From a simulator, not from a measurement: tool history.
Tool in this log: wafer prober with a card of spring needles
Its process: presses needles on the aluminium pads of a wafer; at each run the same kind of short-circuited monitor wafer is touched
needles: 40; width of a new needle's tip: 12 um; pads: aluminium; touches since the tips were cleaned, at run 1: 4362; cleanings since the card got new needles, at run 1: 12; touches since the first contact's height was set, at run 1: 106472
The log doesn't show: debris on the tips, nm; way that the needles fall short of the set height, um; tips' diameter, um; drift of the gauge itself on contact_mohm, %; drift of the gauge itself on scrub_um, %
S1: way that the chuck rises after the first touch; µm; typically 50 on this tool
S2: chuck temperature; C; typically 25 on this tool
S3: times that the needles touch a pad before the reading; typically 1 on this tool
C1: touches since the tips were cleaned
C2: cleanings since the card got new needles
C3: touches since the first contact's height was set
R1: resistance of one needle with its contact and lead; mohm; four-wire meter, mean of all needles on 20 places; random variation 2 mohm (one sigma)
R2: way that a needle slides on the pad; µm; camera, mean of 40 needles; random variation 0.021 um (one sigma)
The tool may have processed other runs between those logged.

run 1 hour=0 | S1=50 S2=25 S3=1 | C1=4362 C2=12 C3=106472 | R1=248 R2=8.28
-- hour=8.2 tips cleaned on abrasive film
-- hour=28.4 tips cleaned on abrasive film
-- hour=48.8 tips cleaned on abrasive film
-- hour=69.1 tips cleaned on abrasive film
run 2 hour=75.6 | S1=50 S2=25 S3=1 | C1=2744 C2=16 C3=138174 | R1=244 R2=8.23
-- hour=87.9 tips cleaned on abrasive film
-- hour=104.5 height of the first contact set anew
-- hour=108.7 tips cleaned on abrasive film
run 3 hour=124.1 | S1=50 S2=25 S3=1 | C1=6520 C2=18 C3=8237 | R1=240 R2=8.35
-- hour=128.3 tips cleaned on abrasive film
-- hour=148.5 tips cleaned on abrasive film
-- hour=168.6 tips cleaned on abrasive film
-- hour=185.6 tips cleaned on abrasive film
run 4 hour=185.6 | S1=50 S2=25 S3=1 | C1=0 C2=22 C3=33977 | R1=215 R2=8.32
-- hour=205.3 tips cleaned on abrasive film
-- hour=225.4 tips cleaned on abrasive film
-- hour=241.8 tips cleaned on abrasive film
run 5 hour=244.1 | S1=50 S2=55 S3=1 | C1=974 C2=25 C3=58496 | R1=237 R2=8.31
-- hour=260.3 tips cleaned on abrasive film
-- hour=280.8 tips cleaned on abrasive film
-- hour=301.2 tips cleaned on abrasive film
run 6 hour=304.2 | S1=50 S2=55 S3=1 | C1=1272 C2=28 C3=83704 | R1=240 R2=8.26
-- hour=320.6 tips cleaned on abrasive film
-- hour=340.6 tips cleaned on abrasive film
-- hour=361 tips cleaned on abrasive film
-- hour=380.9 tips cleaned on abrasive film
run 7 hour=381.9 | S1=68 S2=25 S3=1 | C1=423 C2=32 C3=116282 | R1=215 R2=11.18
-- hour=397.6 tips cleaned on abrasive film
-- hour=417.5 tips cleaned on abrasive film
-- hour=433.9 tips cleaned on abrasive film
-- hour=454.4 tips cleaned on abrasive film
-- hour=462.8 height of the first contact set anew
run 8 hour=466.1 | S1=50 S2=25 S3=1 | C1=4830 C2=36 C3=1399 | R1=242 R2=8.4
-- hour=473.9 tips cleaned on abrasive film
-- hour=493.8 tips cleaned on abrasive film
-- hour=514.2 tips cleaned on abrasive film
run 9 hour=525.6 | S1=40 S2=25 S3=1 | C1=4806 C2=39 C3=26363 | R1=261 R2=6.7
-- hour=533.9 tips cleaned on abrasive film
-- hour=554.4 tips cleaned on abrasive film
run 10 hour=560.7 | S1=48 S2=25 S3=1 | C1=2681 C2=41 C3=41069 | R1=247 R2=8
-- hour=572.7 tips cleaned on abrasive film
-- hour=593.1 tips cleaned on abrasive film
-- hour=613.1 tips cleaned on abrasive film
-- hour=633.1 tips cleaned on abrasive film
run 11 hour=643.9 | S1=48 S2=25 S3=1 | C1=4574 C2=45 C3=75954 | R1=257 R2=7.93
-- hour=652.1 tips cleaned on abrasive film
-- hour=672.1 tips cleaned on abrasive film
-- hour=692.1 tips cleaned on abrasive film
-- hour=712.1 tips cleaned on abrasive film
run 12 hour=720.3 | S1=48 S2=25 S3=1 | C1=3440 C2=49 C3=107973 | R1=256 R2=7.9
-- hour=728.5 tips cleaned on abrasive film
-- hour=748.7 tips cleaned on abrasive film
-- hour=768.6 tips cleaned on abrasive film
-- hour=789.1 tips cleaned on abrasive film
run 13 hour=797.4 | S1=48 S2=25 S3=1 | C1=3526 C2=53 C3=140329 | R1=249 R2=7.8
-- hour=809.4 tips cleaned on abrasive film
-- hour=821.9 height of the first contact set anew
-- hour=829.8 tips cleaned on abrasive film
-- hour=849.1 tips cleaned on abrasive film
run 14 hour=849.1 | S1=48 S2=25 S3=1 | C1=0 C2=56 C3=11409 | R1=213 R2=8.04
-- hour=869.6 tips cleaned on abrasive film
-- hour=889.1 tips cleaned on abrasive film
run 15 hour=889.1 | S1=48 S2=110 S3=2 | C1=0 C2=58 C3=28154 | R1=237 R2=8
-- hour=905.4 tips cleaned on abrasive film
-- hour=925.5 tips cleaned on abrasive film
run 16 hour=934.5 | S1=34 S2=44 S3=2 | C1=3769 C2=60 C3=47204 | R1=267 R2=5.64
-- hour=942.7 tips cleaned on abrasive film
-- hour=962.6 tips cleaned on abrasive film
-- hour=982.4 tips cleaned on abrasive film
-- hour=1002.9 tips cleaned on abrasive film
run 17 hour=1018.7 | S1=42 S2=29 S3=1 | C1=6650 C2=64 C3=82532 | R1=272 R2=6.9
-- hour=1022.3 tips cleaned on abrasive film
-- hour=1042.6 tips cleaned on abrasive film
-- hour=1063.1 tips cleaned on abrasive film
run 18 hour=1079 | S1=50 S2=25 S3=2 | C1=6727 C2=67 C3=107853 | R1=230 R2=8.25
-- hour=1083.2 tips cleaned on abrasive film
-- hour=1103.7 tips cleaned on abrasive film
-- hour=1124.1 tips cleaned on abrasive film
run 19 hour=1133.8 | S1=35 S2=71 S3=2 | C1=4093 C2=70 C3=130817 | R1=270 R2=5.68
-- hour=1142.1 tips cleaned on abrasive film
-- hour=1162.5 tips cleaned on abrasive film
-- hour=1178.9 tips cleaned on abrasive film
-- hour=1179.2 height of the first contact set anew
run 20 hour=1191.9 | S1=50 S2=25 S3=2 | C1=5368 C2=73 C3=5368 | R1=236 R2=8.35
-- hour=1196.1 tips cleaned on abrasive film
-- hour=1216.3 tips cleaned on abrasive film
-- hour=1236.3 tips cleaned on abrasive film
-- hour=1256.4 tips cleaned on abrasive film
run 21 hour=1270.8 | S1=56 S2=25 S3=1 | C1=6047 C2=77 C3=38439 | R1=246 R2=9.35
-- hour=1275 tips cleaned on abrasive film
-- hour=1295.4 tips cleaned on abrasive film
-- hour=1315.9 tips cleaned on abrasive film
run 22 hour=1329 | S1=54 S2=31 S3=1 | C1=5518 C2=80 C3=62828 | R1=249 R2=8.95
-- hour=1333.1 tips cleaned on abrasive film
-- hour=1353.6 tips cleaned on abrasive film
-- hour=1373.8 tips cleaned on abrasive film
run 23 hour=1376.1 | S1=54 S2=31 S3=1 | C1=967 C2=83 C3=82575 | R1=233 R2=8.93
-- hour=1392.3 tips cleaned on abrasive film
-- hour=1412.7 tips cleaned on abrasive film
-- hour=1429.1 tips cleaned on abrasive film
-- hour=1449.6 tips cleaned on abrasive film
run 24 hour=1457.5 | S1=57 S2=25 S3=1 | C1=3364 C2=87 C3=116734 | R1=249 R2=9.41
-- hour=1469.9 tips cleaned on abrasive film
-- hour=1489.9 tips cleaned on abrasive film
-- hour=1506.3 tips cleaned on abrasive film
run 25 hour=1520.1 | S1=51 S2=25 S3=1 | C1=5823 C2=90 C3=142984 | R1=249 R2=8.31
-- hour=1524.3 tips cleaned on abrasive film
-- hour=1536.8 height of the first contact set anew
-- hour=1545.1 tips cleaned on abrasive film
-- hour=1565.3 tips cleaned on abrasive film
run 26 hour=1571.5 | S1=51 S2=25 S3=1 | C1=2606 C2=93 C3=14533 | R1=245 R2=8.55
-- hour=1583.4 tips cleaned on abrasive film
-- hour=1603.8 tips cleaned on abrasive film
-- hour=1623.5 tips cleaned on abrasive film
run 27 hour=1639.5 | S1=51 S2=25 S3=1 | C1=6770 C2=96 C3=43082 | R1=258 R2=8.53
-- hour=1643.7 tips cleaned on abrasive film
-- hour=1664 tips cleaned on abrasive film
-- hour=1684.1 tips cleaned on abrasive film
run 28 hour=1689.3 | S1=37 S2=104 S3=2 | C1=2199 C2=99 C3=63924 | R1=266 R2=6.12

Subtracting, for every run, the result it would have given without the tool's unlogged condition from the measured result gives the following. The same run-to-run variation enters both numbers; the gauge's scatter may not:
run=1 R1=+34 R2=-0.13
run=2 R1=+32 R2=-0.18
run=3 R1=+34 R2=-0.01
run=4 R1=+4 R2=-0.06
run=5 R1=+20 R2=-0.1
run=6 R1=+22 R2=-0.13
run=7 R1=+9 R2=-0.18
run=8 R1=+35 R2=+0
run=9 R1=+51 R2=-0.04
run=10 R1=+33 R2=-0.07
run=11 R1=+41 R2=-0.11
run=12 R1=+40 R2=-0.16
run=13 R1=+38 R2=-0.21
run=14 R1=+2 R2=-0.02
run=15 R1=+4 R2=-0.04
run=16 R1=+43 R2=-0.06
run=17 R1=+55 R2=-0.12
run=18 R1=+24 R2=-0.15
run=19 R1=+42 R2=-0.19
run=20 R1=+24 R2=+0
run=21 R1=+34 R2=-0.05
run=22 R1=+36 R2=-0.08
run=23 R1=+22 R2=-0.11
run=24 R1=+33 R2=-0.16
run=25 R1=+41 R2=-0.2
run=26 R1=+33 R2=-0.02
run=27 R1=+42 R2=-0.06
run=28 R1=+32 R2=-0.09
